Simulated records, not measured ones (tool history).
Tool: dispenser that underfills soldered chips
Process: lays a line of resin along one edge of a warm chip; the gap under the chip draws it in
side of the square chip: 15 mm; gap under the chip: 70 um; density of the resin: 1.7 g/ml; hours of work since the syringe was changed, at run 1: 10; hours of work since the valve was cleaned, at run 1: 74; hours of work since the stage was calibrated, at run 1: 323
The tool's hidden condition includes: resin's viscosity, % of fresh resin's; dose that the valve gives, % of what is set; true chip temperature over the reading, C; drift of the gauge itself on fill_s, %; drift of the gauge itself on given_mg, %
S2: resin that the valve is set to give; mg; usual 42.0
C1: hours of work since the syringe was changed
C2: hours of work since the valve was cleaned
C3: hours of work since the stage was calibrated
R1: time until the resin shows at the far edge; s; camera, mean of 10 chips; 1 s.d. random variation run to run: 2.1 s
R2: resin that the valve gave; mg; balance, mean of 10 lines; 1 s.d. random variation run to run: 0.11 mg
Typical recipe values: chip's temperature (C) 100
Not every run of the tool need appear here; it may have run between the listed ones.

{"run": 1, "hour": 0.0, "chip's temperature (C)": 100, "S2": 42.0, "C1": 10, "C2": 74, "C3": 323, "R1": 304.9, "R2": 40.61}
{"hour": 3.3, "done": "new syringe of resin"}
{"run": 2, "hour": 12.6, "chip's temperature (C)": 105, "S2": 42.0, "C1": 7, "C2": 84, "C3": 332, "R1": 227.5, "R2": 40.38}
{"hour": 19.0, "done": "new syringe of resin"}
{"run": 3, "hour": 28.5, "chip's temperature (C)": 100, "S2": 42.0, "C1": 7, "C2": 96, "C3": 344, "R1": 282.0, "R2": 39.94}
{"hour": 34.8, "done": "new syringe of resin"}
{"run": 4, "hour": 36.4, "chip's temperature (C)": 100, "S2": 42.0, "C1": 1, "C2": 102, "C3": 350, "R1": 235.8, "R2": 40.05}
{"hour": 49.9, "done": "new syringe of resin"}
{"run": 5, "hour": 52.9, "chip's temperature (C)": 100, "S2": 42.0, "C1": 2, "C2": 114, "C3": 363, "R1": 236.7, "R2": 39.85}
{"hour": 65.4, "done": "new syringe of resin"}
{"run": 6, "hour": 70.1, "chip's temperature (C)": 100, "S2": 42.0, "C1": 4, "C2": 127, "C3": 376, "R1": 257.3, "R2": 39.92}
{"hour": 72.7, "done": "dispensing valve cleaned and set on the balance"}
{"hour": 81.4, "done": "new syringe of resin"}
{"run": 7, "hour": 83.1, "chip's temperature (C)": 100, "S2": 42.0, "C1": 1, "C2": 8, "C3": 385, "R1": 237.4, "R2": 42.02}
{"run": 8, "hour": 95.3, "chip's temperature (C)": 100, "S2": 42.0, "C1": 11, "C2": 17, "C3": 394, "R1": 315.5, "R2": 41.81}
{"hour": 96.7, "done": "new syringe of resin"}
{"run": 9, "hour": 106.4, "chip's temperature (C)": 100, "S2": 42.0, "C1": 7, "C2": 25, "C3": 402, "R1": 283.6, "R2": 41.71}
{"hour": 111.7, "done": "new syringe of resin"}
{"run": 10, "hour": 116.5, "chip's temperature (C)": 100, "S2": 42.0, "C1": 4, "C2": 33, "C3": 410, "R1": 245.4, "R2": 41.66}
{"hour": 127.1, "done": "new syringe of resin"}
{"run": 11, "hour": 129.7, "chip's temperature (C)": 100, "S2": 42.0, "C1": 2, "C2": 43, "C3": 420, "R1": 242.2, "R2": 41.32}
{"run": 12, "hour": 137.8, "chip's temperature (C)": 100, "S2": 43.3, "C1": 8, "C2": 49, "C3": 426, "R1": 295.8, "R2": 42.25}
{"hour": 142.1, "done": "new syringe of resin"}
{"run": 13, "hour": 149.6, "chip's temperature (C)": 100, "S2": 43.3, "C1": 6, "C2": 58, "C3": 435, "R1": 272.3, "R2": 42.33}
{"hour": 157.6, "done": "new syringe of resin"}
{"run": 14, "hour": 164.4, "chip's temperature (C)": 100, "S2": 42.0, "C1": 5, "C2": 69, "C3": 446, "R1": 268.0, "R2": 40.94}
{"run": 15, "hour": 172.2, "chip's temperature (C)": 100, "S2": 36.3, "C1": 11, "C2": 75, "C3": 452, "R1": 331.2, "R2": 35.18}
{"hour": 173.9, "done": "new syringe of resin"}
{"run": 16, "hour": 184.3, "chip's temperature (C)": 100, "S2": 42.0, "C1": 8, "C2": 84, "C3": 461, "R1": 292.0, "R2": 40.57}
{"hour": 189.1, "done": "new syringe of resin"}
{"run": 17, "hour": 197.8, "chip's temperature (C)": 100, "S2": 42.0, "C1": 7, "C2": 94, "C3": 471, "R1": 277.8, "R2": 40.39}
{"hour": 204.6, "done": "new syringe of resin"}
{"run": 18, "hour": 208.9, "chip's temperature (C)": 103, "S2": 37.6, "C1": 3, "C2": 103, "C3": 480, "R1": 231.8, "R2": 35.95}
{"run": 19, "hour": 218.7, "chip's temperature (C)": 103, "S2": 37.6, "C1": 11, "C2": 110, "C3": 487, "R1": 300.0, "R2": 36.02}
{"hour": 220.1, "done": "new syringe of resin"}
{"run": 20, "hour": 232.5, "chip's temperature (C)": 88, "S2": 47.3, "C1": 10, "C2": 121, "C3": 498, "R1": 515.8, "R2": 45.07}
{"hour": 236.4, "done": "new syringe of resin"}
{"hour": 243.0, "done": "dispensing valve cleaned and set on the balance"}
{"run": 21, "hour": 247.9, "chip's temperature (C)": 88, "S2": 47.3, "C1": 8, "C2": 4, "C3": 508, "R1": 490.0, "R2": 47.26}
{"hour": 252.9, "done": "new syringe of resin"}
{"run": 22, "hour": 264.6, "chip's temperature (C)": 88, "S2": 47.3, "C1": 9, "C2": 16, "C3": 521, "R1": 503.9, "R2": 46.79}
{"hour": 269.0, "done": "new syringe of resin"}
{"run": 23, "hour": 276.6, "chip's temperature (C)": 109, "S2": 47.3, "C1": 6, "C2": 25, "C3": 530, "R1": 187.0, "R2": 46.81}
{"hour": 284.8, "done": "new syringe of resin"}
{"run": 24, "hour": 291.4, "chip's temperature (C)": 103, "S2": 38.8, "C1": 5, "C2": 37, "C3": 541, "R1": 242.6, "R2": 38.23}
{"hour": 300.5, "done": "new syringe of resin"}
{"run": 25, "hour": 305.7, "chip's temperature (C)": 103, "S2": 47.0, "C1": 4, "C2": 47, "C3": 552, "R1": 230.5, "R2": 45.8}
{"hour": 316.8, "done": "new syringe of resin"}
{"run": 26, "hour": 321.7, "chip's temperature (C)": 112, "S2": 36.1, "C1": 4, "C2": 59, "C3": 564, "R1": 163.7, "R2": 35.21}
{"hour": 332.2, "done": "new syringe of resin"}
{"run": 27, "hour": 333.1, "chip's temperature (C)": 113, "S2": 35.8, "C1": 1, "C2": 68, "C3": 573, "R1": 146.4, "R2": 34.7}
{"hour": 347.3, "done": "new syringe of resin"}
{"run": 28, "hour": 347.4, "chip's temperature (C)": 111, "S2": 36.9, "C1": 0, "C2": 79, "C3": 583, "R1": 151.0, "R2": 35.71}
{"hour": 362.8, "done": "new syringe of resin"}
{"run": 29, "hour": 364.1, "chip's temperature (C)": 111, "S2": 36.9, "C1": 1, "C2": 91, "C3": 596, "R1": 154.4, "R2": 35.36}
{"run": 30, "hour": 376.9, "chip's temperature (C)": 114, "S2": 37.1, "C1": 11, "C2": 101, "C3": 606, "R1": 189.2, "R2": 35.44}
{"hour": 378.5, "done": "new syringe of resin"}
{"run": 31, "hour": 386.8, "chip's temperature (C)": 114, "S2": 39.3, "C1": 6, "C2": 109, "C3": 613, "R1": 162.7, "R2": 37.51}
{"hour": 394.5, "done": "new syringe of resin"}
{"run": 32, "hour": 398.3, "chip's temperature (C)": 97, "S2": 46.5, "C1": 3, "C2": 117, "C3": 622, "R1": 291.6, "R2": 44.03}
{"run": 33, "hour": 405.5, "chip's temperature (C)": 96, "S2": 38.0, "C1": 8, "C2": 123, "C3": 627, "R1": 367.9, "R2": 35.98}
{"hour": 410.5, "done": "new syringe of resin"}
{"hour": 413.5, "done": "dispensing valve cleaned and set on the balance"}
{"run": 34, "hour": 417.1, "chip's temperature (C)": 86, "S2": 47.5, "C1": 4, "C2": 3, "C3": 635, "R1": 483.6, "R2": 47.33}

Below, some changes in R1 between adjacent runs. For each, the amount present without the hidden state too (settings, incoming material, random variation) and the amount remaining for the hidden state with gauge scatter not shared by both compared results:
Run 7 -> 8: nothing adjusted, nothing logged. R1 +78.1 s: hidden state +83.1, all else -5.0.
Run 18 -> 19: nothing adjusted, nothing logged. R1 +68.2 s: hidden state +66.5, all else +1.7.
Run 19 -> 20: chip's temperature (C) 103 -> 88, S2 37.6 -> 47.3, new syringe of resin. R1 +215.8 s: hidden state +61.0, all else +154.8.
Run 22 -> 23: chip's temperature (C) 88 -> 109, new syringe of resin. R1 -316.9 s: hidden state -114.3, all else -202.6.
Run 31 -> 32: chip's temperature (C) 114 -> 97, S2 39.3 -> 46.5, new syringe of resin. R1 +128.9 s: hidden state +12.3, all else +116.6.
